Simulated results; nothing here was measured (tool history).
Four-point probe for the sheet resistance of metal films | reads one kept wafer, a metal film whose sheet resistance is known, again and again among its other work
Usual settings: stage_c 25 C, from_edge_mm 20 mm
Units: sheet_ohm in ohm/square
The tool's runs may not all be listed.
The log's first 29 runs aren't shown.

run 30 day=15.054 | stage_c=34 from_edge_mm=30 | sheet_ohm=0.233029
run 31 day=15.65 | stage_c=19 from_edge_mm=8 | sheet_ohm=0.235318
run 32 day=16.25 | stage_c=24 from_edge_mm=28 | sheet_ohm=0.232676
run 33 day=16.862 | stage_c=22 from_edge_mm=16 | sheet_ohm=0.233069
run 34 day=17.154 | stage_c=32 from_edge_mm=56 | sheet_ohm=0.232758
run 35 day=17.467 | stage_c=23 from_edge_mm=4 | sheet_ohm=0.244127
run 36 day=17.775 | stage_c=27 from_edge_mm=8 | sheet_ohm=0.235441
run 37 day=18.296 | stage_c=27 from_edge_mm=8 | sheet_ohm=0.235554
run 38 day=18.671 | stage_c=21 from_edge_mm=68 | sheet_ohm=0.232166
run 39 day=19.292 | stage_c=25 from_edge_mm=43 | sheet_ohm=0.232459
run 40 day=19.688 | stage_c=24 from_edge_mm=4 | sheet_ohm=0.244259
run 41 day=20.067 | stage_c=18 from_edge_mm=7 | sheet_ohm=0.236076
run 42 day=20.508 | stage_c=25 from_edge_mm=8 | sheet_ohm=0.235494
run 43 day=20.842 | stage_c=22 from_edge_mm=17 | sheet_ohm=0.232866
run 44 day=21.521 | stage_c=19 from_edge_mm=8 | sheet_ohm=0.235208
run 45 day=22.067 | stage_c=22 from_edge_mm=11 | sheet_ohm=0.233797

4 ways to go on from here, each from the tool as it stands after run 45. What would each give?
run A day=22.75 | stage_c=22 from_edge_mm=56 | sheet_ohm=?
run B day=22.75 | stage_c=22 from_edge_mm=25 | sheet_ohm=?
run C day=22.75 | stage_c=18 from_edge_mm=20 | sheet_ohm=?
run D day=22.75 | stage_c=34 from_edge_mm=22 | sheet_ohm=?

run=A sheet_ohm=0.232265
run=B sheet_ohm=0.23243
run=C sheet_ohm=0.232405
run=D sheet_ohm=0.233039
Without the tool's hidden state the same runs would have given:
run=A sheet_ohm=0.234071
run=B sheet_ohm=0.234238
run=C sheet_ohm=0.234215
run=D sheet_ohm=0.234844

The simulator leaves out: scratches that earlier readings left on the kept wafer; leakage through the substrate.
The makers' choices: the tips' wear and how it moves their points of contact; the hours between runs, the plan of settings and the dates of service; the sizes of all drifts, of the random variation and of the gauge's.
